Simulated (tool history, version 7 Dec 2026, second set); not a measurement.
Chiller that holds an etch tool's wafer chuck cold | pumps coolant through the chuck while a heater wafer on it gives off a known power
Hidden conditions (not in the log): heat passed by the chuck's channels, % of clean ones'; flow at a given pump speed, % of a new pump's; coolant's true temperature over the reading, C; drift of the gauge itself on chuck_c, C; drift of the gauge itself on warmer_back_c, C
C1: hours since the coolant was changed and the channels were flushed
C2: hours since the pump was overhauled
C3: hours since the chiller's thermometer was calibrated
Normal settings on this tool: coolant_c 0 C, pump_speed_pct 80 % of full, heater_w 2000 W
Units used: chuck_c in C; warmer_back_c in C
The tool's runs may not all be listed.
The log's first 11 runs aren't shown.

run 12 hour=542.2 | coolant_c=-9 pump_speed_pct=80 heater_w=2000 | C1=542 C2=2278 C3=3106 | chuck_c=12.0 warmer_back_c=6.57
run 13 hour=574.9 | coolant_c=-9 pump_speed_pct=80 heater_w=2000 | C1=575 C2=2311 C3=3138 | chuck_c=12.0 warmer_back_c=6.63
run 14 hour=605.4 | coolant_c=0 pump_speed_pct=80 heater_w=2000 | C1=605 C2=2341 C3=3169 | chuck_c=21.0 warmer_back_c=6.63
run 15 hour=656.4 | coolant_c=0 pump_speed_pct=80 heater_w=2000 | C1=656 C2=2392 C3=3220 | chuck_c=21.4 warmer_back_c=6.63
run 16 hour=702.9 | coolant_c=0 pump_speed_pct=80 heater_w=2000 | C1=703 C2=2439 C3=3266 | chuck_c=21.2 warmer_back_c=6.70
run 17 hour=745.3 | coolant_c=0 pump_speed_pct=80 heater_w=2000 | C1=745 C2=2481 C3=3309 | chuck_c=21.6 warmer_back_c=6.66
run 18 hour=798.3 | coolant_c=0 pump_speed_pct=80 heater_w=2000 | C1=798 C2=2534 C3=3362 | chuck_c=21.5 warmer_back_c=6.71
run 19 hour=856.0 | coolant_c=-4 pump_speed_pct=78 heater_w=1354 | C1=856 C2=2592 C3=3419 | chuck_c=11.1 warmer_back_c=4.59
run 20 hour=897.4 | coolant_c=-2 pump_speed_pct=76 heater_w=1558 | C1=897 C2=2634 C3=3461 | chuck_c=15.5 warmer_back_c=5.50
run 21 hour=934.8 | coolant_c=-7 pump_speed_pct=80 heater_w=2274 | C1=935 C2=2671 C3=3498 | chuck_c=17.4 warmer_back_c=7.62
run 22 hour=972.0 | coolant_c=-7 pump_speed_pct=80 heater_w=2274 | C1=972 C2=2708 C3=3535 | chuck_c=17.4 warmer_back_c=7.74
run 23 hour=1013.9 | coolant_c=1 pump_speed_pct=75 heater_w=2000 | C1=1014 C2=2750 C3=3577 | chuck_c=23.6 warmer_back_c=7.23
run 24 hour=1058.8 | coolant_c=0 pump_speed_pct=77 heater_w=1190 | C1=1059 C2=2795 C3=3622 | chuck_c=13.6 warmer_back_c=4.15
run 25 hour=1095.6 | coolant_c=0 pump_speed_pct=83 heater_w=1342 | C1=1096 C2=2832 C3=3659 | chuck_c=14.7 warmer_back_c=4.34

Run 26, settings as shown, results not yet in. Your forecast:
run 26 hour=1129.9 | coolant_c=3 pump_speed_pct=80 heater_w=2214 | C1=1130 C2=2866 C3=3693 | chuck_c=? warmer_back_c=?

chuck_c: 27.1 C
warmer_back_c: 7.50 C
Take away the tool's hidden state, keep the run-to-run variation as it was, and the same run would have given chuck_c 23.3 C, warmer_back_c 6.61 C.

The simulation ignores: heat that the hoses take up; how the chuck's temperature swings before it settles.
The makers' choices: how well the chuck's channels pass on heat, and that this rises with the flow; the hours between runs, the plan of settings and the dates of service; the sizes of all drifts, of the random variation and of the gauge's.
